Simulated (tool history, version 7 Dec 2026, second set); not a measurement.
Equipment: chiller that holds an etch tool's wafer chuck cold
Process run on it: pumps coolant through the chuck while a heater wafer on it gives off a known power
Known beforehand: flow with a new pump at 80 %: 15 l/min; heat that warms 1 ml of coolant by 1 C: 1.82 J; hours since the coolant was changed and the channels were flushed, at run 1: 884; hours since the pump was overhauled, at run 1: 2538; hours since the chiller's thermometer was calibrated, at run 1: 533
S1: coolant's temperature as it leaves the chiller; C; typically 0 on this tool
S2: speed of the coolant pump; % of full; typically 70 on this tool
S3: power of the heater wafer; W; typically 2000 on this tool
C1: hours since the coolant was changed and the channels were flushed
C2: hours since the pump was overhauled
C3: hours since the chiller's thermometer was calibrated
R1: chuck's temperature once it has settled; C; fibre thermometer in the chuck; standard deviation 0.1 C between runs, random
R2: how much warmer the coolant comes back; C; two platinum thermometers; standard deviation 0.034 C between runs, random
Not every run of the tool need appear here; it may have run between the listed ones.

run 1 hour=0.0 | S1=0 S2=70 S3=2000 | C1=884 C2=2538 C3=533 | R1=16.5 R2=5.04
run 2 hour=74.6 | S1=0 S2=70 S3=2000 | C1=959 C2=2613 C3=607 | R1=16.5 R2=5.05
run 3 hour=109.9 | S1=9 S2=70 S3=2000 | C1=994 C2=2648 C3=643 | R1=25.4 R2=5.07
run 4 hour=172.9 | S1=1 S2=70 S3=2000 | C1=1057 C2=2711 C3=706 | R1=17.6 R2=5.11
run 5 hour=220.6 | S1=1 S2=97 S3=2000 | C1=1105 C2=2759 C3=753 | R1=13.8 R2=3.74
run 6 hour=270.8 | S1=-1 S2=70 S3=2000 | C1=1155 C2=2809 C3=804 | R1=15.5 R2=5.20
run 7 hour=321.5 | S1=-1 S2=70 S3=2000 | C1=1206 C2=2860 C3=854 | R1=15.6 R2=5.23
run 8 hour=404.8 | S1=-1 S2=70 S3=2000 | C1=1289 C2=2943 C3=938 | R1=15.6 R2=5.23
run 9 hour=442.0 | S1=0 S2=70 S3=1571 | C1=1326 C2=2980 C3=975 | R1=13.0 R2=4.09
run 10 hour=510.7 | S1=0 S2=70 S3=2000 | C1=1395 C2=3049 C3=1044 | R1=16.6 R2=5.30
run 11 hour=595.9 | S1=5 S2=70 S3=2000 | C1=1480 C2=3134 C3=1129 | R1=21.5 R2=5.29
run 12 hour=644.7 | S1=5 S2=70 S3=2000 | C1=1529 C2=3183 C3=1178 | R1=21.6 R2=5.32
run 13 hour=683.7 | S1=5 S2=70 S3=2000 | C1=1568 C2=3222 C3=1217 | R1=21.6 R2=5.28
run 14 hour=732.0 | S1=5 S2=70 S3=2000 | C1=1616 C2=3270 C3=1265 | R1=21.4 R2=5.39
run 15 hour=785.7 | S1=0 S2=70 S3=2000 | C1=1670 C2=3324 C3=1319 | R1=16.6 R2=5.35
run 16 hour=869.2 | S1=0 S2=70 S3=2000 | C1=1754 C2=3407 C3=1402 | R1=16.5 R2=5.44
run 17 hour=910.8 | S1=-1 S2=68 S3=2397 | C1=1795 C2=3449 C3=1444 | R1=19.2 R2=6.60
run 18 hour=945.5 | S1=-1 S2=82 S3=1119 | C1=1830 C2=3484 C3=1478 | R1=7.2 R2=2.83
-- hour=957.3 gauge calibrated
run 19 hour=1020.7 | S1=-4 S2=70 S3=2469 | C1=1905 C2=3559 C3=1554 | R1=16.5 R2=6.27
run 20 hour=1062.9 | S1=-4 S2=70 S3=2469 | C1=1947 C2=3601 C3=1596 | R1=16.4 R2=6.33
run 21 hour=1121.2 | S1=-10 S2=70 S3=1335 | C1=2006 C2=3659 C3=1654 | R1=1.0 R2=3.46
run 22 hour=1201.4 | S1=-2 S2=82 S3=2640 | C1=2086 C2=3740 C3=1734 | R1=17.2 R2=5.78
run 23 hour=1279.2 | S1=0 S2=97 S3=1528 | C1=2164 C2=3817 C3=1812 | R1=9.9 R2=2.89
run 24 hour=1354.3 | S1=-7 S2=61 S3=1373 | C1=2239 C2=3892 C3=1887 | R1=5.9 R2=4.11
run 25 hour=1422.9 | S1=0 S2=70 S3=2000 | C1=2307 C2=3961 C3=1956 | R1=16.6 R2=5.20
run 26 hour=1494.1 | S1=0 S2=70 S3=2000 | C1=2378 C2=4032 C3=2027 | R1=16.5 R2=5.22
run 27 hour=1552.3 | S1=-7 S2=97 S3=1514 | C1=2437 C2=4090 C3=2085 | R1=2.5 R2=2.95
run 28 hour=1623.1 | S1=0 S2=74 S3=1406 | C1=2507 C2=4161 C3=2156 | R1=11.1 R2=3.61
run 29 hour=1664.3 | S1=6 S2=74 S3=1453 | C1=2549 C2=4202 C3=2197 | R1=17.5 R2=3.72
run 30 hour=1730.1 | S1=6 S2=72 S3=1453 | C1=2614 C2=4268 C3=2263 | R1=17.9 R2=3.90
run 31 hour=1810.6 | S1=5 S2=77 S3=2000 | C1=2695 C2=4349 C3=2343 | R1=20.4 R2=4.93
run 32 hour=1846.1 | S1=-8 S2=96 S3=1586 | C1=2730 C2=4384 C3=2379 | R1=2.1 R2=3.27

A few steps of R2 between consecutive runs. Split each: what settings, incoming material and random variation would produce without the hidden state, and what is left over for the hidden state, along with gauge scatter present in only one of the two compared results (measured, and without hidden state):
What the log doesn't record here: heat passed by the chuck's channels, % of clean ones'; flow at a given pump speed, % of a new pump's; coolant's true temperature over the reading, C; drift of the gauge itself on chuck_c, C; drift of the gauge itself on warmer_back_c, C.
Run 7 -> 8: no setting touched and nothing written in the log between the runs. R2 +0.00 C: hidden state +0.04, all else -0.04.
Run 10 -> 11: S1 0 -> 5. R2 -0.01 C: hidden state +0.04, all else -0.05.
Run 17 -> 18: S2 68 -> 82, S3 2397 -> 1119. R2 -3.77 C: hidden state +0.01, all else -3.78.
Run 18 -> 19: S1 -1 -> -4, S2 82 -> 70, S3 1119 -> 2469, gauge calibrated. R2 +3.44 C: hidden state -0.32, all else +3.76.
Run 22 -> 23: S1 -2 -> 0, S2 82 -> 97, S3 2640 -> 1528. R2 -2.89 C: hidden state +0.03, all else -2.92.
